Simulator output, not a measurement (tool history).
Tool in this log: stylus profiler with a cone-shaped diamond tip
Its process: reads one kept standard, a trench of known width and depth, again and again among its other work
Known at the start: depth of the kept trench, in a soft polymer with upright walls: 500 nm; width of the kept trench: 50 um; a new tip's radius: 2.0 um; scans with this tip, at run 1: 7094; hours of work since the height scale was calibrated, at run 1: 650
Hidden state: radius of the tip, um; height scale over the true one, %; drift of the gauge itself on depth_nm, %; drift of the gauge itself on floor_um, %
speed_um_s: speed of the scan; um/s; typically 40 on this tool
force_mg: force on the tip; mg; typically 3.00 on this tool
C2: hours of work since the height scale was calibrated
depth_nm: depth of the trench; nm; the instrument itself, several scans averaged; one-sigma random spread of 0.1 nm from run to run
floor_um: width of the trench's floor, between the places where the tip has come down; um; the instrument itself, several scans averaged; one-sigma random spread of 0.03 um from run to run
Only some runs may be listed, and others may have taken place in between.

Run 1, day 0.000: usual settings; scans with this tip 7094; C2 650. Result: depth_nm 507.98 nm, floor_um 46.56 um.
Run 2, day 0.992: usual settings; scans with this tip 7201; C2 660. Result: depth_nm 508.08 nm, floor_um 46.56 um.
Run 3, day 2.588: usual settings; scans with this tip 7374; C2 676. Result: depth_nm 508.07 nm, floor_um 46.53 um.
Run 4, day 4.296: usual settings; scans with this tip 7559; C2 693. Result: depth_nm 508.31 nm, floor_um 46.57 um.
Run 5, day 5.108: usual settings but speed_um_s 36 um/s; scans with this tip 7647; C2 701. Result: depth_nm 508.07 nm, floor_um 46.55 um.
Run 6, day 6.471: usual settings; scans with this tip 7794; C2 714. Result: depth_nm 508.41 nm, floor_um 46.50 um.
Run 7, day 8.208: usual settings; scans with this tip 7983; C2 731. Result: depth_nm 508.29 nm, floor_um 46.49 um.
Run 8, day 9.058: usual settings but speed_um_s 41 um/s; scans with this tip 8075; C2 740. Result: depth_nm 508.28 nm, floor_um 46.48 um.
Run 9, day 10.267: usual settings but speed_um_s 41 um/s; scans with this tip 8205; C2 752. Result: depth_nm 508.30 nm, floor_um 46.55 um.
Run 10, day 11.529: usual settings but speed_um_s 76 um/s, force_mg 4.12 mg; scans with this tip 8342; C2 764. Result: depth_nm 509.95 nm, floor_um 46.43 um.
Run 11, day 12.338: usual settings but speed_um_s 76 um/s, force_mg 4.12 mg; scans with this tip 8430; C2 772. Result: depth_nm 509.84 nm, floor_um 46.39 um.
Run 12, day 13.517: usual settings but speed_um_s 55 um/s, force_mg 1.52 mg; scans with this tip 8558; C2 784. Result: depth_nm 505.88 nm, floor_um 46.40 um.
Run 13, day 14.317: usual settings but speed_um_s 74 um/s, force_mg 8.65 mg; scans with this tip 8644; C2 792. Result: depth_nm 515.67 nm, floor_um 46.44 um.
Run 14, day 15.279: usual settings but speed_um_s 74 um/s, force_mg 8.65 mg; scans with this tip 8749; C2 802. Result: depth_nm 515.67 nm, floor_um 46.43 um.
Run 15, day 16.208: usual settings but speed_um_s 151 um/s, force_mg 1.16 mg; scans with this tip 8849; C2 811. Result: depth_nm 504.95 nm, floor_um 46.04 um.
Run 16, day 17.283: usual settings but speed_um_s 14 um/s, force_mg 2.28 mg; scans with this tip 8966; C2 822. Result: depth_nm 507.28 nm, floor_um 46.47 um.
Run 17, day 18.046: usual settings but speed_um_s 91 um/s, force_mg 4.32 mg; scans with this tip 9048; C2 829. Result: depth_nm 510.26 nm, floor_um 46.35 um.

What if the next run were any one of these 4? Each begins from the tool's condition after run 17:
Run A, day 18.771: usual settings but speed_um_s 110 um/s, force_mg 4.32 mg; scans with this tip 9127; C2 836. Result: depth_nm ?, floor_um ?.
Run B, day 18.771: usual settings but speed_um_s 69 um/s, force_mg 3.05 mg; scans with this tip 9127; C2 836. Result: depth_nm ?, floor_um ?.
Run C, day 18.771: usual settings but speed_um_s 70 um/s, force_mg 7.49 mg; scans with this tip 9127; C2 836. Result: depth_nm ?, floor_um ?.
Run D, day 18.771: usual settings but speed_um_s 14 um/s, force_mg 1.24 mg; scans with this tip 9127; C2 836. Result: depth_nm ?, floor_um ?.

run  depth_nm  floor_um
  A    510.36     46.30
  B    508.48     46.37
  C    514.56     46.39
  D    505.33     46.40
The same runs, with their run-to-run variation unchanged, on a tool lacking any hidden condition would have given:
run  depth_nm  floor_um
  A    508.98     47.18
  B    507.11     47.25
  C    513.17     47.27
  D    503.96     47.27

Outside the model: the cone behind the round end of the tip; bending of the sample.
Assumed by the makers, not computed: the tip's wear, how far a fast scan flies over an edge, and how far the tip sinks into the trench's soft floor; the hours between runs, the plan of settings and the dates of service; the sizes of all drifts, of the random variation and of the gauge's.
